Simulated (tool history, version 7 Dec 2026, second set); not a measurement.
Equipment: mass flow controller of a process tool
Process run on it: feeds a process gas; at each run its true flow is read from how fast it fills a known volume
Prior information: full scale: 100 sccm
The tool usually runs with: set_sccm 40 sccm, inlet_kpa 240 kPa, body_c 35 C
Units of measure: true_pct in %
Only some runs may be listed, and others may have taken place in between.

Run 1, hour 0: usual settings. Result: true_pct 99.45 %.
Run 2, hour 201.8: usual settings. Result: true_pct 99.48 %.
At hour 296.1: controller's zero set anew.
Run 3, hour 380.6: usual settings. Result: true_pct 101.14 %.
Run 4, hour 514.8: usual settings. Result: true_pct 101.12 %.
Run 5, hour 703.8: usual settings but body_c 23 C. Result: true_pct 101.86 %.
Run 6, hour 863.2: usual settings. Result: true_pct 101.2 %.
Run 7, hour 1003.1: usual settings. Result: true_pct 101.18 %.
Run 8, hour 1174.8: usual settings. Result: true_pct 101.15 %.
Run 9, hour 1410.2: usual settings. Result: true_pct 101.1 %.
Run 10, hour 1552.8: usual settings. Result: true_pct 101.15 %.
Run 11, hour 1661.5: usual settings. Result: true_pct 101.13 %.
Run 12, hour 1777.3: usual settings. Result: true_pct 101.12 %.
Run 13, hour 1907.4: usual settings. Result: true_pct 101.12 %.
Run 14, hour 2144: usual settings but set_sccm 55 sccm. Result: true_pct 101.61 %.
Run 15, hour 2287.8: usual settings. Result: true_pct 101.37 %.
Run 16, hour 2470.7: usual settings. Result: true_pct 101.18 %.
Run 17, hour 2685: usual settings. Result: true_pct 101.23 %.
Run 18, hour 2872.8: usual settings. Result: true_pct 101.17 %.
Run 19, hour 2973.3: usual settings. Result: true_pct 101.25 %.
Run 20, hour 3119.4: usual settings but inlet_kpa 233 kPa. Result: true_pct 101.31 %.
Run 21, hour 3229.7: usual settings but inlet_kpa 233 kPa. Result: true_pct 101.13 %.
Run 22, hour 3411.9: usual settings but inlet_kpa 233 kPa. Result: true_pct 101.29 %.
Run 23, hour 3527.6: usual settings but set_sccm 11 sccm, inlet_kpa 233 kPa, body_c 34 C. Result: true_pct 99.03 %.
Run 24, hour 3758.8: usual settings but set_sccm 99 sccm, inlet_kpa 149 kPa, body_c 22 C. Result: true_pct 102.47 %.
Run 25, hour 3900: usual settings but set_sccm 33 sccm, inlet_kpa 213 kPa, body_c 22 C. Result: true_pct 101.51 %.
Run 26, hour 3997: usual settings but set_sccm 33 sccm, inlet_kpa 213 kPa, body_c 39 C. Result: true_pct 100.65 %.
Run 27, hour 4099.4: usual settings but set_sccm 33 sccm, inlet_kpa 213 kPa, body_c 39 C. Result: true_pct 100.48 %.
Run 28, hour 4255.5: usual settings but inlet_kpa 140 kPa, body_c 22 C. Result: true_pct 101.33 %.
Run 29, hour 4403.6: usual settings but set_sccm 28 sccm, inlet_kpa 249 kPa, body_c 33 C. Result: true_pct 101.03 %.
Run 30, hour 4616.7: usual settings but set_sccm 12 sccm, body_c 22 C. Result: true_pct 99.43 %.
Run 31, hour 4743.6: usual settings but set_sccm 12 sccm, inlet_kpa 216 kPa, body_c 22 C. Result: true_pct 99.39 %.
Run 32, hour 4912.1: usual settings but set_sccm 12 sccm, inlet_kpa 216 kPa, body_c 22 C. Result: true_pct 99.19 %.
Run 33, hour 5148.7: usual settings but set_sccm 12 sccm, inlet_kpa 216 kPa, body_c 22 C. Result: true_pct 99.07 %.
Run 34, hour 5349.9: usual settings but set_sccm 97 sccm, inlet_kpa 260 kPa, body_c 22 C. Result: true_pct 103.64 %.
Run 35, hour 5472.1: usual settings but set_sccm 97 sccm, inlet_kpa 260 kPa, body_c 22 C. Result: true_pct 103.63 %.
Run 36, hour 5646.9: usual settings but set_sccm 89 sccm, inlet_kpa 176 kPa, body_c 28 C. Result: true_pct 102.55 %.
Run 37, hour 5857.7: usual settings but set_sccm 89 sccm, inlet_kpa 176 kPa, body_c 28 C. Result: true_pct 102.6 %.
Run 38, hour 5954.5: usual settings but set_sccm 16 sccm, inlet_kpa 176 kPa, body_c 28 C. Result: true_pct 99.24 %.
Run 39, hour 6108.8: usual settings but set_sccm 16 sccm, inlet_kpa 176 kPa, body_c 28 C. Result: true_pct 99.02 %.
Run 40, hour 6251: usual settings but set_sccm 24 sccm, inlet_kpa 257 kPa, body_c 24 C. Result: true_pct 100.92 %.
Run 41, hour 6487.6: usual settings but inlet_kpa 239 kPa, body_c 21 C. Result: true_pct 102.06 %.
Run 42, hour 6688.9: usual settings but inlet_kpa 239 kPa, body_c 24 C. Result: true_pct 101.96 %.
Run 43, hour 6889.5: usual settings but inlet_kpa 262 kPa. Result: true_pct 101.56 %.
Run 44, hour 7031.1: usual settings but set_sccm 75 sccm, inlet_kpa 262 kPa, body_c 30 C. Result: true_pct 102.89 %.

Branching from run 44: 4 alternative next runs. What would each branch give?
Run A, hour 7139.7: usual settings but set_sccm 25 sccm, inlet_kpa 262 kPa, body_c 30 C. Result: true_pct ?.
Run B, hour 7139.7: usual settings but body_c 22 C. Result: true_pct ?.
Run C, hour 7139.7: usual settings but set_sccm 49 sccm. Result: true_pct ?.
Run D, hour 7139.7: usual settings but body_c 31 C. Result: true_pct ?.

run  true_pct
  A    100.73
  B    102.06
  C    101.75
  D    101.61
What these runs would have given with no unlogged condition in the tool:
run  true_pct
  A     99.15
  B      99.6
  C     99.02
  D     99.15
